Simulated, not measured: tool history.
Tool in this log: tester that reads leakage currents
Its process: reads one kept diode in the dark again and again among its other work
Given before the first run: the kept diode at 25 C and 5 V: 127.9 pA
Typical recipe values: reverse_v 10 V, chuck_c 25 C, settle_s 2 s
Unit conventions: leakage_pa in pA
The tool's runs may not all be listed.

{"run": 1, "hour": 0.0, "reverse_v": 10, "chuck_c": 25, "settle_s": 2, "leakage_pa": 208.8}
{"run": 2, "hour": 48.3, "reverse_v": 10, "chuck_c": 25, "settle_s": 2, "leakage_pa": 210.84}
{"run": 3, "hour": 109.8, "reverse_v": 3.8, "chuck_c": 25, "settle_s": 2, "leakage_pa": 124.35}
{"run": 4, "hour": 158.4, "reverse_v": 10, "chuck_c": 40, "settle_s": 2, "leakage_pa": 727.68}
{"run": 5, "hour": 189.3, "reverse_v": 10, "chuck_c": 24, "settle_s": 2, "leakage_pa": 195.37}
{"run": 6, "hour": 232.8, "reverse_v": 10, "chuck_c": 25, "settle_s": 2, "leakage_pa": 213.55}
{"run": 7, "hour": 280.9, "reverse_v": 10, "chuck_c": 25, "settle_s": 2, "leakage_pa": 214.81}
{"run": 8, "hour": 337.4, "reverse_v": 10, "chuck_c": 43, "settle_s": 2, "leakage_pa": 931.59}
{"run": 9, "hour": 371.0, "reverse_v": 10, "chuck_c": 43, "settle_s": 2, "leakage_pa": 931.64}
{"hour": 384.6, "done": "probe card cleaned and baked"}
{"run": 10, "hour": 401.2, "reverse_v": 10, "chuck_c": 49, "settle_s": 2, "leakage_pa": 1472.54}
{"run": 11, "hour": 430.6, "reverse_v": 19.6, "chuck_c": 21, "settle_s": 1.4, "leakage_pa": 188.27}
{"run": 12, "hour": 474.4, "reverse_v": 19.6, "chuck_c": 21, "settle_s": 1.4, "leakage_pa": 188.58}
{"run": 13, "hour": 537.2, "reverse_v": 19.6, "chuck_c": 21, "settle_s": 3.66, "leakage_pa": 188.21}
{"run": 14, "hour": 584.3, "reverse_v": 19.6, "chuck_c": 36, "settle_s": 2.6, "leakage_pa": 721.3}
{"run": 15, "hour": 611.0, "reverse_v": 16.8, "chuck_c": 31, "settle_s": 2.6, "leakage_pa": 433.03}
{"run": 16, "hour": 663.4, "reverse_v": 16.8, "chuck_c": 31, "settle_s": 2.6, "leakage_pa": 436.56}
{"run": 17, "hour": 711.7, "reverse_v": 16.8, "chuck_c": 36, "settle_s": 2.6, "leakage_pa": 672.44}
{"run": 18, "hour": 754.0, "reverse_v": 5.8, "chuck_c": 25, "settle_s": 2, "leakage_pa": 149.42}
{"run": 19, "hour": 798.7, "reverse_v": 19, "chuck_c": 25, "settle_s": 1.98, "leakage_pa": 276.16}
{"run": 20, "hour": 838.8, "reverse_v": 1.3, "chuck_c": 31, "settle_s": 2.89, "leakage_pa": 120.23}

For some of the steps in leakage_pa from one run to the next: how much would appear even if the tool had no hidden state, given the settings, what came in and random variation, and how much remains for the hidden state plus any gauge scatter that the measured result and the result without hidden state don't share?
Unlogged tool condition in this case: stray current of the dirty probe card, pA a volt; current scale over the true one, %; true chuck temperature over the reading, C; drift of the gauge itself on leakage_pa, %.
Run 3 -> 4: reverse_v 3.8 -> 10, chuck_c 25 -> 40. leakage_pa +603.33 pA: hidden state +36.03, all else +567.3.
Run 7 -> 8: chuck_c 25 -> 43. leakage_pa +716.78 pA: hidden state +31.62, all else +685.16.
Run 10 -> 11: reverse_v 10 -> 19.6, chuck_c 49 -> 21, settle_s 2 -> 1.4. leakage_pa -1284.27 pA: hidden state -55.77, all else -1228.5.
